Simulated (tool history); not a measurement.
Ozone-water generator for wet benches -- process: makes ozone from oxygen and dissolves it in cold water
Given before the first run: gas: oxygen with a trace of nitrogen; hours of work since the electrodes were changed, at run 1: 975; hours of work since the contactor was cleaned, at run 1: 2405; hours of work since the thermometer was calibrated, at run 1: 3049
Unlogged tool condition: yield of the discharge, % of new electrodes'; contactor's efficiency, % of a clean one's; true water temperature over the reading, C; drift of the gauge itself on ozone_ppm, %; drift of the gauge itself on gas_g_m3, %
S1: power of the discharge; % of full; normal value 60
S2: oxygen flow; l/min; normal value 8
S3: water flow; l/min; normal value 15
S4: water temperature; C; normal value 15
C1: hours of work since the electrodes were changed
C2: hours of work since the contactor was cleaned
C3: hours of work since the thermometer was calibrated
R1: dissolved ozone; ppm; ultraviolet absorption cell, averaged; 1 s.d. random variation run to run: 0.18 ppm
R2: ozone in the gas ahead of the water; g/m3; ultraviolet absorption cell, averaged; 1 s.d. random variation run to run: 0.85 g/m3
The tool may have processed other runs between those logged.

Run 1, hour 0: usual settings; C1 975; C2 2405; C3 3049. Result: R1 23.4 ppm, R2 134.8 g/m3.
Run 2, hour 72.4: usual settings; C1 1024; C2 2454; C3 3098. Result: R1 23.1 ppm, R2 136.2 g/m3.
At hour 84.2: water thermometer calibrated.
Run 3, hour 118.5: usual settings; C1 1055; C2 2484; C3 23. Result: R1 23.2 ppm, R2 133.8 g/m3.
Run 4, hour 205.8: usual settings; C1 1113; C2 2543; C3 82. Result: R1 23.1 ppm, R2 133.3 g/m3.
Run 5, hour 294.5: usual settings but S1 45 % of full; C1 1173; C2 2603; C3 141. Result: R1 17.8 ppm, R2 103 g/m3.
Run 6, hour 355: usual settings; C1 1214; C2 2643; C3 182. Result: R1 23.4 ppm, R2 133.2 g/m3.
Run 7, hour 396.2: usual settings; C1 1241; C2 2671; C3 210. Result: R1 23 ppm, R2 133.1 g/m3.
Run 8, hour 448.2: usual settings; C1 1276; C2 2706; C3 245. Result: R1 23 ppm, R2 134.7 g/m3.
Run 9, hour 495.2: usual settings but S1 52 % of full, S2 11.55 l/min, S3 14 l/min; C1 1308; C2 2737; C3 276. Result: R1 18.3 ppm, R2 91.3 g/m3.
Run 10, hour 555.8: usual settings but S2 6.51 l/min, S3 12 l/min, S4 10 C; C1 1349; C2 2778; C3 317. Result: R1 30.5 ppm, R2 152.6 g/m3.
Run 11, hour 612.5: usual settings but S1 76 % of full, S2 10.04 l/min, S3 11 l/min; C1 1387; C2 2816; C3 355. Result: R1 29.9 ppm, R2 140 g/m3.
Run 12, hour 703.9: usual settings but S1 42 % of full, S2 6.18 l/min, S3 16 l/min, S4 14 C; C1 1448; C2 2878; C3 417. Result: R1 17.6 ppm, R2 116.4 g/m3.
Run 13, hour 772: usual settings but S2 5.52 l/min, S4 18 C; C1 1494; C2 2924; C3 462. Result: R1 23.9 ppm, R2 171.6 g/m3.
Run 14, hour 841.3: usual settings but S1 78 % of full, S2 5.52 l/min, S3 23 l/min, S4 18 C; C1 1541; C2 2970; C3 509. Result: R1 22.8 ppm, R2 217.3 g/m3.
Run 15, hour 918.8: usual settings but S1 78 % of full, S2 5.52 l/min, S3 23 l/min, S4 18 C; C1 1593; C2 3022; C3 561. Result: R1 22.7 ppm, R2 216.8 g/m3.
Run 16, hour 974.2: usual settings but S1 78 % of full, S2 5.52 l/min, S3 23 l/min, S4 18 C; C1 1630; C2 3059; C3 598. Result: R1 22.4 ppm, R2 218.2 g/m3.

Alternative continuations, all from the tool just after run 16; predict every row:
Run A, hour 1034.4: usual settings but S2 5.14 l/min, S4 8 C; C1 1670; C2 3100; C3 639. Result: R1 ?, R2 ?.
Run B, hour 1034.4: usual settings but S2 11.87 l/min; C1 1670; C2 3100; C3 639. Result: R1 ?, R2 ?.
Run C, hour 1034.4: usual settings but S3 13 l/min; C1 1670; C2 3100; C3 639. Result: R1 ?, R2 ?.

run    R1     R2
  A  28.1  181.6
  B  19.8  101.4
  C  24.6  132.4
Without the tool's hidden state the same runs would have given:
run    R1     R2
  A  30.5  187.9
  B  21.5  104.9
  C  26.6    137
